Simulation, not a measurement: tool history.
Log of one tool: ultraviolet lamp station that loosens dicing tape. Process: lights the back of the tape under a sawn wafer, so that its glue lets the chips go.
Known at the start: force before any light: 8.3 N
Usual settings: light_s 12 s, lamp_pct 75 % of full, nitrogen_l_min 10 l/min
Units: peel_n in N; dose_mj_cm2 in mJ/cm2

run	hour	light_s	lamp_pct	nitrogen_l_min	peel_n	dose_mj_cm2
1	0	12	75	10	0.625	387
2	11.2	12	75	10	0.656	392
3	26.2	12	75	10	0.685	390
4	37.6	12	75	10	0.66	385
5	44.7	12	75	10	0.673	382
6	58.1	8	75	10	1.448	258
7	65.2	14	75	10	0.472	448
8	76.2	14	75	10	0.473	442
9	91.7	14	75	10	0.484	444
10	106	14	75	10	0.475	443
11	122.2	14	75	10	0.491	443
12	138.4	14	75	10	0.491	440
13	146.8	14	61	10	0.8	352
14	155.7	12	75	4	1.094	377
15	172.7	14	75	4	0.795	436
16	184.4	12	75	10	0.752	373
17	200.5	12	75	10	0.749	374
18	213.7	12	75	15	0.618	366
19	230.7	12	75	15	0.613	368
20	247.4	12	75	15	0.646	369
21	264.7	12	75	15	0.653	362
22	271.7	12	75	15	0.653	370
23	279.9	12	85	4	0.915	409
24	292.7	17	79	10	0.331	538
25	308.9	17	79	10	0.312	536
26	322.2	17	79	10	0.33	533
27	335.6	20	94	4	0.245	747
28	351.3	20	94	4	0.252	739
29	359.5	12	94	4	0.794	441
30	368.2	12	94	4	0.801	439
31	381.2	12	94	6	0.639	446
32	398	12	94	6	0.635	436
33	410.6	20	82	11	0.227	628
34	423.6	20	82	11	0.225	637
35	432.9	8	78	11	1.642	239
36	442.9	9	92	15	0.852	319
37	451.1	9	92	15	0.851	316
38	458.1	16	82	7	0.44	498
39	466.8	12	63	16	1.005	289
40	481.5	12	63	10	1.238	287
41	492	12	63	6	1.433	285
42	501.4	12	86	19	0.518	388

The next listed run, before its measurement:
43	514.6	12	94	6	?	?

{"run 43": {"peel_n": 0.67, "dose_mj_cm2": 427}}
Without the tool's hidden state the same run would have given peel_n 0.33 N, dose_mj_cm2 585 mJ/cm2.

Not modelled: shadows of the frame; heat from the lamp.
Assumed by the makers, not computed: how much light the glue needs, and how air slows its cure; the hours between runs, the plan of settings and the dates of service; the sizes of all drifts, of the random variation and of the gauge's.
